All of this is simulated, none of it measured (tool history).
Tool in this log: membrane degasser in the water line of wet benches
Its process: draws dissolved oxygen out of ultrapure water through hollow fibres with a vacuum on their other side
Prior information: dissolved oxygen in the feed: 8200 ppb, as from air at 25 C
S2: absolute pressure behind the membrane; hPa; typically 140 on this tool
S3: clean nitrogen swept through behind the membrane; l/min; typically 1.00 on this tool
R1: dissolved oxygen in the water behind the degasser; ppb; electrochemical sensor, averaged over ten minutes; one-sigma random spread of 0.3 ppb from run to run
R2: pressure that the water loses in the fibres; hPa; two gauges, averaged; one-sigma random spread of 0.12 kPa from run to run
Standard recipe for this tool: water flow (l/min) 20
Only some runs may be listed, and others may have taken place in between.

{"run": 1, "day": 0.0, "water flow (l/min)": 20, "S2": 140, "S3": 1.0, "R1": 462.8, "R2": 351.8}
{"run": 2, "day": 4.95, "water flow (l/min)": 16, "S2": 140, "S3": 1.0, "R1": 381.4, "R2": 279.9}
{"run": 3, "day": 9.254, "water flow (l/min)": 16, "S2": 140, "S3": 1.0, "R1": 381.3, "R2": 278.5}
{"run": 4, "day": 15.488, "water flow (l/min)": 20, "S2": 140, "S3": 1.76, "R1": 284.1, "R2": 349.4}
{"run": 5, "day": 21.138, "water flow (l/min)": 20, "S2": 140, "S3": 1.76, "R1": 284.5, "R2": 349.3}
{"run": 6, "day": 27.288, "water flow (l/min)": 20, "S2": 140, "S3": 1.76, "R1": 284.0, "R2": 350.4}
{"run": 7, "day": 34.012, "water flow (l/min)": 12, "S2": 140, "S3": 1.0, "R1": 295.6, "R2": 210.2}
{"run": 8, "day": 38.129, "water flow (l/min)": 12, "S2": 140, "S3": 1.0, "R1": 295.7, "R2": 210.9}
{"run": 9, "day": 45.146, "water flow (l/min)": 12, "S2": 140, "S3": 1.0, "R1": 296.3, "R2": 209.3}
{"run": 10, "day": 48.054, "water flow (l/min)": 12, "S2": 140, "S3": 1.0, "R1": 296.1, "R2": 211.2}
{"run": 11, "day": 52.096, "water flow (l/min)": 20, "S2": 140, "S3": 1.0, "R1": 464.7, "R2": 350.8}
{"run": 12, "day": 55.225, "water flow (l/min)": 20, "S2": 140, "S3": 1.0, "R1": 465.7, "R2": 349.8}
{"run": 13, "day": 62.267, "water flow (l/min)": 20, "S2": 140, "S3": 1.0, "R1": 465.4, "R2": 350.1}
{"run": 14, "day": 69.1, "water flow (l/min)": 20, "S2": 140, "S3": 1.0, "R1": 465.7, "R2": 348.6}
{"run": 15, "day": 76.017, "water flow (l/min)": 20, "S2": 140, "S3": 1.0, "R1": 466.6, "R2": 350.0}
{"run": 16, "day": 81.179, "water flow (l/min)": 12, "S2": 140, "S3": 1.0, "R1": 297.1, "R2": 209.7}
{"run": 17, "day": 86.129, "water flow (l/min)": 19, "S2": 117, "S3": 0.86, "R1": 404.4, "R2": 332.0}
{"run": 18, "day": 89.304, "water flow (l/min)": 19, "S2": 140, "S3": 1.0, "R1": 447.0, "R2": 329.4}
{"run": 19, "day": 94.338, "water flow (l/min)": 20, "S2": 312, "S3": 0.49, "R1": 1873.6, "R2": 348.0}
{"run": 20, "day": 97.942, "water flow (l/min)": 21, "S2": 268, "S3": 1.55, "R1": 694.7, "R2": 366.8}
{"day": 99.104, "done": "vacuum gauge calibrated"}
{"run": 21, "day": 103.85, "water flow (l/min)": 12, "S2": 140, "S3": 0.54, "R1": 507.1, "R2": 208.7}
{"run": 22, "day": 108.217, "water flow (l/min)": 12, "S2": 140, "S3": 0.54, "R1": 507.5, "R2": 208.8}
{"run": 23, "day": 114.633, "water flow (l/min)": 12, "S2": 140, "S3": 0.54, "R1": 507.8, "R2": 209.7}
{"run": 24, "day": 117.575, "water flow (l/min)": 29, "S2": 179, "S3": 0.8, "R1": 1000.5, "R2": 507.0}
{"run": 25, "day": 122.079, "water flow (l/min)": 29, "S2": 179, "S3": 0.8, "R1": 1003.8, "R2": 507.5}
{"run": 26, "day": 129.025, "water flow (l/min)": 19, "S2": 140, "S3": 1.0, "R1": 448.3, "R2": 330.8}
{"run": 27, "day": 133.417, "water flow (l/min)": 23, "S2": 170, "S3": 0.95, "R1": 690.8, "R2": 403.5}
{"run": 28, "day": 136.921, "water flow (l/min)": 23, "S2": 170, "S3": 0.95, "R1": 692.1, "R2": 402.5}
{"run": 29, "day": 140.179, "water flow (l/min)": 23, "S2": 170, "S3": 0.95, "R1": 691.3, "R2": 403.2}
{"run": 30, "day": 146.792, "water flow (l/min)": 29, "S2": 271, "S3": 1.0, "R1": 1301.4, "R2": 504.8}
{"run": 31, "day": 149.954, "water flow (l/min)": 20, "S2": 140, "S3": 1.84, "R1": 276.3, "R2": 348.9}
{"day": 150.488, "done": "gauge calibrated"}
{"run": 32, "day": 153.583, "water flow (l/min)": 29, "S2": 305, "S3": 1.01, "R1": 1426.1, "R2": 508.4}

3 ways to go on from here, each from the tool as it stands after run 32. What would each give?
{"run": "A", "day": 156.912, "water flow (l/min)": 14, "S2": 89, "S3": 0.76, "R1": "?", "R2": "?"}
{"run": "B", "day": 156.912, "water flow (l/min)": 18, "S2": 86, "S3": 0.81, "R1": "?", "R2": "?"}
{"run": "C", "day": 156.912, "water flow (l/min)": 24, "S2": 160, "S3": 0.56, "R1": "?", "R2": "?"}

run=A R1=232.8 R2=246.1
run=B R1=261.0 R2=314.1
run=C R1=986.4 R2=419.9
The same runs, with their run-to-run variation unchanged, on a tool lacking any hidden condition would have given:
run=A R1=232.6 R2=245.9
run=B R1=260.8 R2=313.8
run=C R1=985.8 R2=419.5
